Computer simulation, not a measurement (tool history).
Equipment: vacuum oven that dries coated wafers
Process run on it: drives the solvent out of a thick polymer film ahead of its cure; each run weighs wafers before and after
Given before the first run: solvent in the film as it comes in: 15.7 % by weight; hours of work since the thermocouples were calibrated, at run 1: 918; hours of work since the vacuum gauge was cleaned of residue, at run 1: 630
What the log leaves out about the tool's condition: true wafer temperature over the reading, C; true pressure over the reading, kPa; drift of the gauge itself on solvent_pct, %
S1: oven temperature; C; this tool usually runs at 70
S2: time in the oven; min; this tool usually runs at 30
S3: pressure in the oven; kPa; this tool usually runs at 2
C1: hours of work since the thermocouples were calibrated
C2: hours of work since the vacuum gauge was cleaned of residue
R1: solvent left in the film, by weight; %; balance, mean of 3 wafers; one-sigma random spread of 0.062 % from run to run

Run 1, day 0: usual settings; C1 918; C2 630. Result: R1 4.13 %.
Run 2, day 3.55: usual settings; C1 959; C2 671. Result: R1 4.2 %.
Run 3, day 5.662: usual settings; C1 983; C2 695. Result: R1 4.24 %.
Run 4, day 7.575: usual settings; C1 1004; C2 716. Result: R1 4.42 %.
Run 5, day 11.833: usual settings; C1 1053; C2 765. Result: R1 4.41 %.
Run 6, day 15.167: usual settings; C1 1091; C2 803. Result: R1 4.34 %.
Run 7, day 17.279: usual settings; C1 1115; C2 827. Result: R1 4.45 %.
Run 8, day 20.379: usual settings but S1 67 C; C1 1150; C2 862. Result: R1 5.23 %.
Run 9, day 22.762: usual settings but S1 67 C; C1 1177; C2 889. Result: R1 5.34 %.
Run 10, day 24.667: usual settings but S1 67 C; C1 1199; C2 911. Result: R1 5.49 %.
Run 11, day 26.629: usual settings but S1 67 C; C1 1221; C2 933. Result: R1 5.37 %.
Run 12, day 30.154: usual settings; C1 1261; C2 973. Result: R1 4.62 %.
Run 13, day 33.55: usual settings; C1 1300; C2 1011. Result: R1 4.63 %.
Run 14, day 36.542: usual settings; C1 1334; C2 1045. Result: R1 4.57 %.
Run 15, day 38.867: usual settings; C1 1360; C2 1072. Result: R1 4.71 %.
Run 16, day 42.875: usual settings but S1 85 C; C1 1406; C2 1117. Result: R1 2.03 %.
Run 17, day 45.217: usual settings but S2 31 min; C1 1432; C2 1144. Result: R1 4.65 %.
Run 18, day 47.479: usual settings but S2 41 min; C1 1458; C2 1170. Result: R1 4.17 %.
Run 19, day 51.179: usual settings but S2 41 min; C1 1500; C2 1212. Result: R1 4.16 %.
Run 20, day 54.05: usual settings but S2 41 min; C1 1533; C2 1244. Result: R1 4.32 %.
At day 56.721: oven's thermocouples calibrated.
Run 21, day 58.233: usual settings but S3 2.64 kPa; C1 17; C2 1291. Result: R1 5.98 %.
Run 22, day 61.971: usual settings but S1 74 C, S2 20 min, S3 4.58 kPa; C1 60; C2 1334. Result: R1 8.05 %.
Run 23, day 65.842: usual settings but S1 74 C, S2 20 min, S3 4.58 kPa; C1 104; C2 1378. Result: R1 7.96 %.
At day 67.354: oven's thermocouples calibrated, once more.
Run 24, day 69.2: usual settings but S1 76 C, S2 21 min; C1 21; C2 1415. Result: R1 3.7 %.
Run 25, day 71.433: usual settings but S1 80 C, S2 17 min; C1 46; C2 1440. Result: R1 3.37 %.
Run 26, day 74.517: usual settings but S1 80 C, S2 17 min; C1 81; C2 1475. Result: R1 3.41 %.
Run 27, day 79.038: usual settings but S1 65 C, S2 46 min, S3 4.22 kPa; C1 133; C2 1526. Result: R1 8.55 %.
Run 28, day 81.45: usual settings but S1 65 C, S2 46 min, S3 4.22 kPa; C1 160; C2 1554. Result: R1 8.61 %.
Run 29, day 85.746: usual settings but S1 57 C, S2 46 min, S3 1.09 kPa; C1 209; C2 1603. Result: R1 5.34 %.
Run 30, day 90.004: usual settings but S1 57 C, S2 46 min, S3 1.09 kPa; C1 257; C2 1651. Result: R1 5.54 %.
Run 31, day 92.308: usual settings but S1 56 C, S3 6.58 kPa; C1 284; C2 1677. Result: R1 15.62 %.
Run 32, day 94.267: usual settings but S1 56 C, S3 6.58 kPa; C1 306; C2 1700. Result: R1 15.56 %.
Run 33, day 97.05: usual settings but S1 58 C, S2 50 min, S3 1.14 kPa; C1 337; C2 1731. Result: R1 5.12 %.
Run 34, day 99.917: usual settings but S1 68 C, S2 43 min; C1 370; C2 1764. Result: R1 4.45 %.
Run 35, day 103.142: usual settings but S1 68 C, S2 43 min; C1 407; C2 1800. Result: R1 4.45 %.
Run 36, day 107.333: usual settings but S1 68 C, S2 43 min; C1 454; C2 1848. Result: R1 4.52 %.
Run 37, day 110.817: usual settings but S1 80 C, S3 2.15 kPa; C1 494; C2 1888. Result: R1 2.84 %.
Run 38, day 112.817: usual settings but S1 80 C, S2 18 min, S3 1.7 kPa; C1 517; C2 1910. Result: R1 3.25 %.
Run 39, day 117.058: usual settings but S1 69 C, S2 36 min; C1 565; C2 1959. Result: R1 4.54 %.
Run 40, day 120.725: usual settings but S2 36 min; C1 606; C2 2000. Result: R1 4.35 %.
Run 41, day 124.196: usual settings but S2 52 min, S3 1.01 kPa; C1 646; C2 2040. Result: R1 2.58 %.

Some steps in R1 between neighbouring runs. How much of each would the tool show without its hidden state too (settings, what came in, random variation), and how much is left for the hidden state, with any gauge scatter that isn't in both results?
Run 23 -> 24: S1 74 -> 76, S2 20 -> 21, S3 4.58 -> 2, oven's thermocouples calibrated, once more. R1 -4.26 %: hidden state -1.03, all else -3.23.
Run 26 -> 27: S1 80 -> 65, S2 17 -> 46, S3 2 -> 4.22. R1 +5.14 %: hidden state +0.43, all else +4.71.
Run 30 -> 31: S1 57 -> 56, S2 46 -> 30, S3 1.09 -> 6.58. R1 +10.08 %: hidden state -1.25, all else +11.33.
Run 32 -> 33: S1 56 -> 58, S2 30 -> 50, S3 6.58 -> 1.14. R1 -10.44 %: hidden state +1.32, all else -11.76.
